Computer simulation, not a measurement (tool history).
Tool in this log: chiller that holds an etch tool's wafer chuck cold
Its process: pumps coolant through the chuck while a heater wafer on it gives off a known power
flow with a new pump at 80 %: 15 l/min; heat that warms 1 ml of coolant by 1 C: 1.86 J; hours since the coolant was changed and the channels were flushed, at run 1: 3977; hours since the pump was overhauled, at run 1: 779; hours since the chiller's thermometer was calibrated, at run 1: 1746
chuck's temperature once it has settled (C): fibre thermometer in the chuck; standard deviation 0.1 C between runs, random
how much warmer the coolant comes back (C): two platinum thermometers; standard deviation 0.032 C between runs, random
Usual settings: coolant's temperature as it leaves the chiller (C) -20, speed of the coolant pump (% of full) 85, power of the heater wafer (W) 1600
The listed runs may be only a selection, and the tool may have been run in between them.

| run | hour | coolant's temperature as it leaves the chiller (C) | speed of the coolant pump (% of full) | power of the heater wafer (W) | hours since the coolant was changed and the channels were flushed | hours since the pump was overhauled | hours since the chiller's thermometer was calibrated | chuck's temperature once it has settled (C) | how much warmer the coolant comes back (C) |
|---|---|---|---|---|---|---|---|---|---|
| 1 | 0 | -20 | 85 | 1600 | 3977 | 779 | 1746 | -2.2 | 3.28 |
| 2 | 20 | -20 | 85 | 1600 | 3997 | 799 | 1766 | -2 | 3.27 |
| 3 | 50.6 | -20 | 85 | 1289 | 4028 | 829 | 1796 | -5.6 | 2.61 |
| 4 | 99.1 | -20 | 85 | 1289 | 4076 | 878 | 1845 | -5.6 | 2.61 |
| 5 | 123.9 | -20 | 85 | 1254 | 4101 | 903 | 1870 | -5.9 | 2.55 |
| 6 | 155.8 | -20 | 85 | 1188 | 4133 | 935 | 1902 | -6.6 | 2.44 |
| 7 | 183.1 | -20 | 85 | 1188 | 4160 | 962 | 1929 | -6.5 | 2.47 |
| 8 | 227.7 | -20 | 85 | 1600 | 4205 | 1006 | 1974 | -2.1 | 3.29 |
| 9 | 259.5 | -20 | 85 | 1600 | 4236 | 1038 | 2005 | -2.1 | 3.32 |
| 10 | 301.3 | -20 | 85 | 1600 | 4278 | 1080 | 2047 | -2 | 3.33 |
| 11 | 347.5 | -20 | 85 | 1600 | 4324 | 1126 | 2093 | -1.9 | 3.3 |
| 12 | 383.8 | -20 | 74 | 1600 | 4361 | 1163 | 2130 | -0.2 | 3.85 |
| 13 | 431.4 | -20 | 74 | 1600 | 4408 | 1210 | 2177 | -0.2 | 3.79 |
| 14 | 456.1 | -20 | 85 | 1600 | 4433 | 1235 | 2202 | -1.8 | 3.32 |
| 15 | 480.3 | -25 | 86 | 1600 | 4457 | 1259 | 2226 | -7 | 3.2 |
| 16 | 506 | -25 | 86 | 1600 | 4483 | 1285 | 2252 | -6.9 | 3.27 |
| 17 | 538 | -24 | 79 | 1737 | 4515 | 1317 | 2284 | -3.4 | 3.87 |
| 18 | 585.1 | -24 | 79 | 1737 | 4562 | 1364 | 2331 | -3.4 | 3.93 |
| 19 | 605.6 | -28 | 62 | 1478 | 4582 | 1384 | 2351 | -7.5 | 4.41 |
| 20 | 632.4 | -13 | 69 | 1495 | 4609 | 1411 | 2378 | 6.4 | 3.91 |
| 21 | 656.6 | -13 | 69 | 1719 | 4634 | 1435 | 2402 | 9.2 | 4.49 |
| 22 | 678.3 | -14 | 75 | 823 | 4655 | 1457 | 2424 | -3.6 | 1.98 |
| 23 | 718.3 | -20 | 87 | 1600 | 4695 | 1497 | 2464 | -1.6 | 3.24 |
| 24 | 748.9 | -20 | 95 | 1600 | 4726 | 1528 | 2495 | -2.7 | 2.96 |
| 25 | 773.2 | -25 | 95 | 1600 | 4750 | 1552 | 2519 | -7.8 | 2.92 |
| 26 | 812.4 | -20 | 84 | 924 | 4789 | 1591 | 2558 | -9.1 | 1.96 |
| 27 | 839.6 | -14 | 91 | 1223 | 4817 | 1618 | 2585 | -0.2 | 2.32 |
| 28 | 877.9 | -24 | 91 | 2117 | 4855 | 1657 | 2624 | -0.5 | 4.12 |

Consider 4 possible next runs. They are alternatives, not a sequence: every one starts from the tool as it was left by run 28. What does each give?
| A | 908.8 | -20 | 85 | 800 | 4886 | 1688 | 2655 | ? | ? |
| B | 908.8 | -12 | 85 | 1805 | 4886 | 1688 | 2655 | ? | ? |
| C | 908.8 | -20 | 85 | 979 | 4886 | 1688 | 2655 | ? | ? |
| D | 908.8 | -24 | 77 | 2117 | 4886 | 1688 | 2655 | ? | ? |

| run | chuck's temperature once it has settled (C) | how much warmer the coolant comes back (C) |
|---|---|---|
| A | -10.6 | 1.63 |
| B | 8.9 | 3.76 |
| C | -8.5 | 2.06 |
| D | 2 | 5.01 |
With the hidden condition removed and each run's random variation left untouched, the same runs would have given:
| run | chuck's temperature once it has settled (C) | how much warmer the coolant comes back (C) |
|---|---|---|
| A | -12.2 | 1.56 |
| B | 5.6 | 3.62 |
| C | -10.5 | 1.98 |
| D | -2.1 | 4.83 |
